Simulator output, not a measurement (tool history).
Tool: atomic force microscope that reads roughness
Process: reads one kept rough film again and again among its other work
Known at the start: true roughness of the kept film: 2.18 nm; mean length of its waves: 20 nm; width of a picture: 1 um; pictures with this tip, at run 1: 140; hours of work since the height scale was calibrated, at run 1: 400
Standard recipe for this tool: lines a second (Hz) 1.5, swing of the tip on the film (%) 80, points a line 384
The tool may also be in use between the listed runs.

run     day  lines a second (Hz)  swing of the tip on the film (%)  points a line  pictures with this tip  hours of work since the height scale was calibrated  roughness of the kept film (nm (root mean square))
  1       0                  1.5                                80            384                     140                                                  400                                               1.392
  2   1.088                  1.5                                80            384                     177                                                  415                                               1.334
      1.933  -- new tip fitted
  3   2.121                  1.5                                80            384                       6                                                  429                                               1.628
  4   2.646                  1.5                                80            384                      24                                                  436                                               1.582
  5    3.75                  1.5                                80            384                      61                                                  451                                               1.519
  6     4.8                  1.5                                74            384                      97                                                  466                                               1.475
  7   5.454                  1.5                                75            384                     119                                                  474                                               1.426
  8   6.479                  1.5                                75            384                     154                                                  488                                               1.355
  9   7.383                  1.5                                64            384                     184                                                  501                                               1.388
      8.012  -- new tip fitted
 10   8.346                  1.5                                80            384                      11                                                  514                                               1.622
 11   9.358                  1.5                                80            384                      45                                                  527                                               1.544
 12  10.229                  1.5                                80            384                      75                                                  539                                               1.486
 13  11.196                  1.5                                80            384                     108                                                  552                                               1.423
 14  11.771                  1.5                                80            384                     127                                                  560                                               1.379
 15  12.862                  1.5                                80            384                     164                                                  575                                               1.318
 16  13.725                 3.97                                80            795                     193                                                  587                                                1.04
     13.817  -- height scale calibrated on a step standard
     14.062  -- new tip fitted
 17  14.829                 2.43                                83            384                      26                                                   14                                               1.424
 18  15.925                 2.43                                83            384                      63                                                   28                                               1.328
 19  16.408                 3.02                                59            361                      79                                                   35                                               1.551

Forecast run 20:
     16.642  -- height scale calibrated on a step standard, once more
 20  17.5                 3.02                                59            866                     115                                                   12                                                   ?

{"run 20": {"roughness of the kept film (nm (root mean square))": 1.483}}
Without the tool's hidden state the same run would have given roughness of the kept film (nm (root mean square)) 1.769.

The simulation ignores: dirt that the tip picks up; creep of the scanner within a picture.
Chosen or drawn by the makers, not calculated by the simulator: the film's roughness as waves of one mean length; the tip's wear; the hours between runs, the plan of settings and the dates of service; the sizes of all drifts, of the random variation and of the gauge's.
